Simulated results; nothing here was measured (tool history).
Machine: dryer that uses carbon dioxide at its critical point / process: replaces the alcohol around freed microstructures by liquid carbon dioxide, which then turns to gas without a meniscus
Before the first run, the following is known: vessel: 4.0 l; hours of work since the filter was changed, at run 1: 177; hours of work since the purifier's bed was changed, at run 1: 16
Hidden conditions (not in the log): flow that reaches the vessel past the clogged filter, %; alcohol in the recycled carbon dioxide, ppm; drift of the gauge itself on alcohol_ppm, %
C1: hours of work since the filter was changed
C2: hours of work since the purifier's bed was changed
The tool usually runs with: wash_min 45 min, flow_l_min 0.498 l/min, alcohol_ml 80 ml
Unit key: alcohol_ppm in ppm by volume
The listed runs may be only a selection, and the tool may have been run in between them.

run 1 hour=0 | wash_min=45 flow_l_min=0.498 alcohol_ml=80 | C1=177 C2=16 | alcohol_ppm=293
run 2 hour=17.5 | wash_min=45 flow_l_min=0.498 alcohol_ml=80 | C1=184 C2=24 | alcohol_ppm=304
run 3 hour=28.4 | wash_min=45 flow_l_min=0.498 alcohol_ml=80 | C1=189 C2=29 | alcohol_ppm=323
run 4 hour=54 | wash_min=45 flow_l_min=0.338 alcohol_ml=80 | C1=200 C2=40 | alcohol_ppm=1210
run 5 hour=65 | wash_min=45 flow_l_min=0.498 alcohol_ml=80 | C1=205 C2=45 | alcohol_ppm=349
run 6 hour=91.3 | wash_min=45 flow_l_min=0.498 alcohol_ml=80 | C1=216 C2=56 | alcohol_ppm=339
-- hour=105 inlet filter changed
run 7 hour=107 | wash_min=45 flow_l_min=0.498 alcohol_ml=80 | C1=1 C2=62 | alcohol_ppm=192
run 8 hour=132.9 | wash_min=45 flow_l_min=0.498 alcohol_ml=80 | C1=12 C2=74 | alcohol_ppm=190
run 9 hour=156.3 | wash_min=45 flow_l_min=0.498 alcohol_ml=80 | C1=22 C2=84 | alcohol_ppm=191
run 10 hour=167.4 | wash_min=45 flow_l_min=0.498 alcohol_ml=80 | C1=27 C2=89 | alcohol_ppm=211
run 11 hour=178.7 | wash_min=45 flow_l_min=0.498 alcohol_ml=80 | C1=32 C2=94 | alcohol_ppm=207
run 12 hour=193.9 | wash_min=54 flow_l_min=0.498 alcohol_ml=80 | C1=39 C2=100 | alcohol_ppm=101
run 13 hour=211.9 | wash_min=52 flow_l_min=0.498 alcohol_ml=80 | C1=47 C2=108 | alcohol_ppm=125
run 14 hour=234.4 | wash_min=48 flow_l_min=0.498 alcohol_ml=80 | C1=56 C2=118 | alcohol_ppm=178
run 15 hour=250.2 | wash_min=46 flow_l_min=0.498 alcohol_ml=80 | C1=63 C2=125 | alcohol_ppm=216
run 16 hour=264.7 | wash_min=45 flow_l_min=0.498 alcohol_ml=80 | C1=70 C2=131 | alcohol_ppm=239
run 17 hour=290.8 | wash_min=60 flow_l_min=0.498 alcohol_ml=80 | C1=81 C2=143 | alcohol_ppm=84
run 18 hour=308.2 | wash_min=38 flow_l_min=0.531 alcohol_ml=111 | C1=88 C2=150 | alcohol_ppm=505
run 19 hour=334.9 | wash_min=39 flow_l_min=0.529 alcohol_ml=80 | C1=100 C2=162 | alcohol_ppm=350
run 20 hour=356.6 | wash_min=45 flow_l_min=0.509 alcohol_ml=29 | C1=110 C2=171 | alcohol_ppm=116
run 21 hour=376.3 | wash_min=45 flow_l_min=0.509 alcohol_ml=29 | C1=118 C2=180 | alcohol_ppm=129
run 22 hour=389.1 | wash_min=59 flow_l_min=0.665 alcohol_ml=29 | C1=124 C2=185 | alcohol_ppm=55
run 23 hour=412.9 | wash_min=59 flow_l_min=0.459 alcohol_ml=51 | C1=134 C2=196 | alcohol_ppm=115
run 24 hour=439.5 | wash_min=45 flow_l_min=0.669 alcohol_ml=23 | C1=146 C2=207 | alcohol_ppm=72
run 25 hour=464.5 | wash_min=45 flow_l_min=0.669 alcohol_ml=23 | C1=157 C2=218 | alcohol_ppm=81
run 26 hour=480.2 | wash_min=45 flow_l_min=0.669 alcohol_ml=23 | C1=163 C2=225 | alcohol_ppm=72
run 27 hour=497.2 | wash_min=53 flow_l_min=0.669 alcohol_ml=28 | C1=171 C2=232 | alcohol_ppm=72
run 28 hour=510.2 | wash_min=53 flow_l_min=0.465 alcohol_ml=120 | C1=176 C2=238 | alcohol_ppm=334
run 29 hour=522.3 | wash_min=53 flow_l_min=0.465 alcohol_ml=120 | C1=182 C2=243 | alcohol_ppm=338
run 30 hour=538.9 | wash_min=53 flow_l_min=0.347 alcohol_ml=23 | C1=189 C2=251 | alcohol_ppm=222
run 31 hour=556.2 | wash_min=43 flow_l_min=0.667 alcohol_ml=80 | C1=196 C2=258 | alcohol_ppm=160
run 32 hour=582.9 | wash_min=33 flow_l_min=0.498 alcohol_ml=78 | C1=208 C2=270 | alcohol_ppm=974
run 33 hour=608.1 | wash_min=33 flow_l_min=0.498 alcohol_ml=78 | C1=219 C2=281 | alcohol_ppm=1009
-- hour=614.3 inlet filter changed
run 34 hour=631.2 | wash_min=45 flow_l_min=0.558 alcohol_ml=108 | C1=7 C2=290 | alcohol_ppm=200

Hidden state at the last listed run before each entry between runs and at the first one after, where it differs:
After run 6, before run 7: inlet filter changed (hour 105)
  flow that reaches the vessel past the clogged filter, %: 84.7 -> 99.9; alcohol in the recycled carbon dioxide, ppm: 19.8 -> 21.3
  measured value less the no-hidden-state value, alcohol_ppm: +186 -> +17 ppm by volume
After run 33, before run 34: inlet filter changed (hour 614.3)
  flow that reaches the vessel past the clogged filter, %: 86.1 -> 99.5; alcohol in the recycled carbon dioxide, ppm: 72.9 -> 75.2
  measured value less the no-hidden-state value, alcohol_ppm: +436 -> +73 ppm by volume
